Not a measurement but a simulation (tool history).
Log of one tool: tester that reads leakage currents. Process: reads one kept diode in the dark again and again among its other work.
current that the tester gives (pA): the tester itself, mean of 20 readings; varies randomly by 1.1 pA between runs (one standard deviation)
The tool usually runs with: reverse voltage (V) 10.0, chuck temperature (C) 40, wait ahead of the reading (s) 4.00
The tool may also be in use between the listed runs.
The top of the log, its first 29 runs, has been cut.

run      day  reverse voltage (V)  chuck temperature (C)  wait ahead of the reading (s)  current that the tester gives (pA)
 30  209.575                  1.4                     48                           4.00                              294.55
 31  213.788                 15.7                     48                           4.00                              880.39
 32  222.467                 15.8                     37                           4.17                              417.89
 33  231.142                  1.1                     37                           3.49                              124.44
 34  238.000                  1.1                     27                           4.00                               59.51
 35  242.825                  1.1                     27                           3.12                               59.60
     250.008  -- chuck's temperature calibrated
 36  250.008                 10.0                     32                           0.35                              231.11
 37  257.196                  5.0                     40                           4.00                              285.43
 38  263.138                 16.5                     20                           4.35                              128.37
 39  270.883                 16.5                     20                           4.35                              129.78

Consider 5 possible next runs. They are alternatives, not a sequence: every one starts from the tool as it was left by run 39. What does each give?
  A  280.650                  3.8                     40                           4.00                                   ?
  B  280.650                  9.9                     39                           3.92                                   ?
  C  280.650                  1.7                     40                           4.00                                   ?
  D  280.650                 10.0                     40                           2.84                                   ?
  E  280.650                 10.0                     41                           0.80                                   ?

run  current that the tester gives (pA)
  A                              255.36
  B                              375.01
  C                              178.06
  D                              400.93
  E                              433.15
Take away the tool's hidden state, keep each run's random variation, and the runs would have read:
run  current that the tester gives (pA)
  A                              241.98
  B                              348.00
  C                              170.28
  D                              373.21
  E                              404.64

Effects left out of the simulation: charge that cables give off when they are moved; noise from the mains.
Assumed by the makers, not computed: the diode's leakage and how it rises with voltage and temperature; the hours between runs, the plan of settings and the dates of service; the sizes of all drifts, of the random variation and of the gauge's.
